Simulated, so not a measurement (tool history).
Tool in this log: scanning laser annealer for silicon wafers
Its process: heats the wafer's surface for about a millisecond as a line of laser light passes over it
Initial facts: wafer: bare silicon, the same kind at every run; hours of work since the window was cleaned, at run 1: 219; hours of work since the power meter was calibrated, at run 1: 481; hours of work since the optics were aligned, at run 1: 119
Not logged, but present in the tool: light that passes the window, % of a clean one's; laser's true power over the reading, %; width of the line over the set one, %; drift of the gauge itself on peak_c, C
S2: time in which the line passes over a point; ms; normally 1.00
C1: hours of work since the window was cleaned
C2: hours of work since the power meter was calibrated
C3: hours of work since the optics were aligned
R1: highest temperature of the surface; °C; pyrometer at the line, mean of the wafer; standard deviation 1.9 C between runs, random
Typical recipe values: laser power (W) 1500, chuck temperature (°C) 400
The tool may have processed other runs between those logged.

run 1 hour=0.0 | laser_power_(W)=1500 S2=1.00 chuck_temperature_(°C)=400 | C1=219 C2=481 C3=119 | R1=1175
run 2 hour=17.8 | laser_power_(W)=1500 S2=1.00 chuck_temperature_(°C)=400 | C1=228 C2=490 C3=127 | R1=1171
run 3 hour=48.3 | laser_power_(W)=1500 S2=1.00 chuck_temperature_(°C)=400 | C1=243 C2=505 C3=142 | R1=1173
run 4 hour=63.6 | laser_power_(W)=1500 S2=1.00 chuck_temperature_(°C)=400 | C1=250 C2=512 C3=149 | R1=1169
run 5 hour=98.8 | laser_power_(W)=1500 S2=1.00 chuck_temperature_(°C)=400 | C1=267 C2=529 C3=166 | R1=1171
run 6 hour=133.5 | laser_power_(W)=1500 S2=1.00 chuck_temperature_(°C)=394 | C1=284 C2=546 C3=183 | R1=1165
run 7 hour=165.3 | laser_power_(W)=1500 S2=1.00 chuck_temperature_(°C)=394 | C1=299 C2=561 C3=198 | R1=1163
-- hour=172.9 optics aligned, line set to its width
run 8 hour=195.7 | laser_power_(W)=1500 S2=1.00 chuck_temperature_(°C)=394 | C1=311 C2=573 C3=11 | R1=1162
run 9 hour=213.4 | laser_power_(W)=1500 S2=1.00 chuck_temperature_(°C)=394 | C1=320 C2=582 C3=20 | R1=1162
run 10 hour=234.7 | laser_power_(W)=1395 S2=1.00 chuck_temperature_(°C)=394 | C1=330 C2=592 C3=30 | R1=1106
run 11 hour=265.9 | laser_power_(W)=1500 S2=1.00 chuck_temperature_(°C)=395 | C1=345 C2=607 C3=45 | R1=1159
run 12 hour=292.6 | laser_power_(W)=1346 S2=1.00 chuck_temperature_(°C)=395 | C1=358 C2=620 C3=58 | R1=1081
-- hour=306.9 optics aligned, line set to its width, once more
run 13 hour=322.3 | laser_power_(W)=1500 S2=1.01 chuck_temperature_(°C)=400 | C1=370 C2=632 C3=7 | R1=1177
run 14 hour=342.7 | laser_power_(W)=1500 S2=1.01 chuck_temperature_(°C)=405 | C1=380 C2=642 C3=17 | R1=1183
run 15 hour=360.9 | laser_power_(W)=1500 S2=1.01 chuck_temperature_(°C)=405 | C1=389 C2=651 C3=26 | R1=1177
run 16 hour=389.6 | laser_power_(W)=1500 S2=1.00 chuck_temperature_(°C)=380 | C1=402 C2=665 C3=40 | R1=1152
run 17 hour=419.4 | laser_power_(W)=1500 S2=1.00 chuck_temperature_(°C)=380 | C1=417 C2=679 C3=54 | R1=1151
run 18 hour=444.2 | laser_power_(W)=1433 S2=0.74 chuck_temperature_(°C)=418 | C1=429 C2=691 C3=66 | R1=1052
run 19 hour=459.0 | laser_power_(W)=1316 S2=0.84 chuck_temperature_(°C)=438 | C1=436 C2=698 C3=73 | R1=1058
run 20 hour=491.3 | laser_power_(W)=1573 S2=0.77 chuck_temperature_(°C)=366 | C1=452 C2=714 C3=89 | R1=1077
run 21 hour=508.5 | laser_power_(W)=1628 S2=1.15 chuck_temperature_(°C)=400 | C1=460 C2=722 C3=97 | R1=1294
run 22 hour=533.7 | laser_power_(W)=1628 S2=1.15 chuck_temperature_(°C)=400 | C1=472 C2=734 C3=109 | R1=1297
run 23 hour=563.4 | laser_power_(W)=1560 S2=1.00 chuck_temperature_(°C)=420 | C1=486 C2=748 C3=124 | R1=1222

Branching from run 23: 4 alternative next runs. What would each branch give?
run A hour=587.5 | laser_power_(W)=1537 S2=1.00 chuck_temperature_(°C)=421 | C1=498 C2=760 C3=135 | R1=?
run B hour=587.5 | laser_power_(W)=1500 S2=0.81 chuck_temperature_(°C)=369 | C1=498 C2=760 C3=135 | R1=?
run C hour=587.5 | laser_power_(W)=1349 S2=0.81 chuck_temperature_(°C)=400 | C1=498 C2=760 C3=135 | R1=?
run D hour=587.5 | laser_power_(W)=1500 S2=1.00 chuck_temperature_(°C)=375 | C1=498 C2=760 C3=135 | R1=?

run=A R1=1207
run=B R1=1059
run=C R1=1020
run=D R1=1142
Had the tool no hidden state, the same runs would have come out as:
run=A R1=1217
run=B R1=1068
run=C R1=1027
run=D R1=1152
